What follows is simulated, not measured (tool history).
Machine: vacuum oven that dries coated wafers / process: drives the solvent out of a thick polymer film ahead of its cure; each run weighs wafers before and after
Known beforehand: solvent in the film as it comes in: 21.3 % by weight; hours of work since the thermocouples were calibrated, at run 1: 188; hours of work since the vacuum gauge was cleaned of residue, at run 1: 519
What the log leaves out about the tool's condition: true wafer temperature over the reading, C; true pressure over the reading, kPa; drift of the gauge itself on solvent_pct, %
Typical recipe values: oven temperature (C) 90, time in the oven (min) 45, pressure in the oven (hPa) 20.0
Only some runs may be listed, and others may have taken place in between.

run	day	oven temperature (C)	time in the oven (min)	pressure in the oven (hPa)	hours of work since the thermocouples were calibrated	hours of work since the vacuum gauge was cleaned of residue	solvent left in the film (%)
1	0.000	90	45	20.0	188	519	3.20
2	1.096	90	45	20.0	206	537	3.34
3	1.954	90	45	20.0	221	551	3.22
4	2.525	90	45	20.0	230	561	3.23
5	3.608	90	45	20.0	249	579	3.21
6	4.350	90	45	20.0	261	592	3.15
7	5.025	90	45	20.0	272	603	3.14
8	5.725	90	45	20.0	284	615	3.14
9	6.783	83	45	20.0	302	632	6.23
10	7.450	83	45	20.0	313	644	6.19
11	8.721	85	45	20.0	334	665	5.28
12	9.967	76	69	14.5	355	686	6.84
13	11.017	76	69	14.5	373	703	6.79
14	12.058	98	27	49.6	390	721	3.72
15	13.067	84	72	46.3	407	738	5.05
16	14.008	102	53	46.3	423	753	1.82
17	14.821	102	25	46.3	437	767	2.59
18	15.408	82	36	45.4	446	777	9.14
19	16.583	80	78	47.6	466	797	6.53
20	17.662	80	78	47.6	484	815	6.43
21	18.692	84	71	26.4	501	832	3.70
22	19.300	84	71	26.4	512	842	3.69

Some steps in solvent left in the film (%), run to run, broken into two amounts with sign: the step expected even without the hidden condition (settings, incoming material, random variation), and the rest, left for the hidden condition together with whatever gauge scatter is not in both the measured and the hidden-condition-free result:
Run 15 -> 16: oven temperature (C) 84 -> 102, time in the oven (min) 72 -> 53. solvent left in the film (%) -3.23: hidden state +0.26, all else -3.49.
Run 17 -> 18: oven temperature (C) 102 -> 82, time in the oven (min) 25 -> 36, pressure in the oven (hPa) 46.3 -> 45.4. solvent left in the film (%) +6.55: hidden state -0.24, all else +6.79.

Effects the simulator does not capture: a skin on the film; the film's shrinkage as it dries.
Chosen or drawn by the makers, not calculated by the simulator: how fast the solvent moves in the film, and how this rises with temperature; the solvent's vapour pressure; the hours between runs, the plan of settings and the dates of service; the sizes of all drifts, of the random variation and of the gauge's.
